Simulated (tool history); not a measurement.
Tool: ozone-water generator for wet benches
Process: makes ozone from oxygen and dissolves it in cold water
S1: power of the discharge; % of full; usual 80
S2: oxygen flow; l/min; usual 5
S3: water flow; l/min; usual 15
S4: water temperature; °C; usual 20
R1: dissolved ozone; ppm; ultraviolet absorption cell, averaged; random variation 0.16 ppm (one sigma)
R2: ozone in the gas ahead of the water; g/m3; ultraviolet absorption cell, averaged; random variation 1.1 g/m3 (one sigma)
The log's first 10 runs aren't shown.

run      day  S1    S2  S3  S4    R1     R2
 11   56.921  80     5  15  20  20.3  189.7
 12    64.75  80     5  15  22  19.7  189.6
 13   69.554  80     5  15  22  19.7    190
 14   76.571  80     5  15  22  19.9    191
 15   82.754  80  6.12  15  22  18.9  166.7
 16   87.725  80  6.12  15  22  18.9  165.7
 17   91.975  80  6.12  15  22  18.6  167.6
 18   99.229  80  5.23  15  16  21.5  183.9
 19  106.662  72  4.43  15  13  21.7  192.5
 20  113.167  59  6.83  10  19  20.5  128.9
 21  121.262  57     5  12  13  22.2  153.2
 22  129.458  80  6.02  21  20  15.7  167.3
 23  137.904  50     5  15  15  16.7  142.5
 24  146.129  50     5  15  15  16.7    143
 25  153.846  78     5  14  24  19.7  184.3
 26  157.592  78     5  14  24  19.9  186.5
     163.138  -- contactor cleaned
 27  163.729  53   4.3  16  20  15.6  163.5
       170.2  -- water thermometer calibrated
 28  170.575  82     5  15  15  22.6  194.3
 29  175.054  51  2.61  15  20  16.7  221.8
 30  178.804  51  2.61  15  20  16.5  222.2
 31  186.883  51  2.61  15  20  16.8  220.2
 32  192.038  51  5.39  20  27  10.9  137.2
 33  199.358  82  5.13   9  27  24.5  187.2

3 ways to go on from here, each from the tool as it stands after run 33. What would each give?
  A  203.808  82  5.13   9  14   ?   ?
  B  203.808  82  5.13  15  16   ?   ?
  C  203.808  57  5.13   9  26   ?   ?

run    R1     R2
  A  32.2  190.2
  B    22  191.1
  C  20.5  152.3
Without the tool's hidden state the same runs would have given:
run    R1     R2
  A  32.3  190.9
  B  22.1  191.8
  C  20.5  152.7
